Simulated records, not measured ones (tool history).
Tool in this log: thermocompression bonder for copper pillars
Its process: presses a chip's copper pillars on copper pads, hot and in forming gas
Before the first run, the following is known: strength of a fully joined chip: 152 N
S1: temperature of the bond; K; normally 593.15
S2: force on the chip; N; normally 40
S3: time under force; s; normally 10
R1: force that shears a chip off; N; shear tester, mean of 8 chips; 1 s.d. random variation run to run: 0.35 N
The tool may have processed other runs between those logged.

{"run": 1, "hour": 0.0, "S1": 593.15, "S2": 40, "S3": 10, "R1": 49.5}
{"run": 2, "hour": 13.4, "S1": 593.15, "S2": 40, "S3": 10, "R1": 49.6}
{"run": 3, "hour": 26.1, "S1": 582.15, "S2": 40, "S3": 10, "R1": 44.9}
{"run": 4, "hour": 34.4, "S1": 593.15, "S2": 56, "S3": 10, "R1": 60.0}
{"run": 5, "hour": 45.5, "S1": 593.15, "S2": 56, "S3": 10, "R1": 59.8}
{"run": 6, "hour": 52.0, "S1": 593.15, "S2": 57, "S3": 10, "R1": 59.5}
{"run": 7, "hour": 64.0, "S1": 593.15, "S2": 57, "S3": 10, "R1": 60.1}
{"run": 8, "hour": 70.2, "S1": 593.15, "S2": 40, "S3": 10, "R1": 49.5}
{"run": 9, "hour": 80.8, "S1": 593.15, "S2": 40, "S3": 10, "R1": 49.2}
{"run": 10, "hour": 90.5, "S1": 593.15, "S2": 40, "S3": 10, "R1": 48.3}
{"run": 11, "hour": 96.7, "S1": 593.15, "S2": 40, "S3": 10, "R1": 48.3}
{"run": 12, "hour": 107.8, "S1": 593.15, "S2": 40, "S3": 10, "R1": 48.1}
{"run": 13, "hour": 117.1, "S1": 593.15, "S2": 40, "S3": 10, "R1": 48.6}
{"run": 14, "hour": 123.3, "S1": 593.15, "S2": 40, "S3": 8, "R1": 44.4}
{"hour": 125.4, "done": "force cell calibrated"}
{"run": 15, "hour": 130.7, "S1": 593.15, "S2": 40, "S3": 8, "R1": 43.7}
{"run": 16, "hour": 137.3, "S1": 593.15, "S2": 40, "S3": 8, "R1": 43.7}
{"run": 17, "hour": 148.1, "S1": 593.15, "S2": 40, "S3": 8, "R1": 43.7}
{"run": 18, "hour": 154.6, "S1": 619.15, "S2": 40, "S3": 10, "R1": 58.9}
{"run": 19, "hour": 167.4, "S1": 619.15, "S2": 32, "S3": 10, "R1": 51.8}
{"run": 20, "hour": 179.5, "S1": 619.15, "S2": 32, "S3": 10, "R1": 51.8}
{"hour": 184.8, "done": "force cell calibrated, once more"}
{"run": 21, "hour": 188.0, "S1": 619.15, "S2": 32, "S3": 10, "R1": 51.6}
{"run": 22, "hour": 198.3, "S1": 619.15, "S2": 32, "S3": 10, "R1": 52.5}
{"run": 23, "hour": 206.9, "S1": 619.15, "S2": 32, "S3": 10, "R1": 52.4}

Predict the results of run 24:
{"run": 24, "hour": 217.6, "S1": 619.15, "S2": 32, "S3": 10, "R1": "?"}

{"run 24": {"R1": 51.7}}
On a tool with no hidden condition, and with the same random variation, this run would have come out at R1 58.5 N.
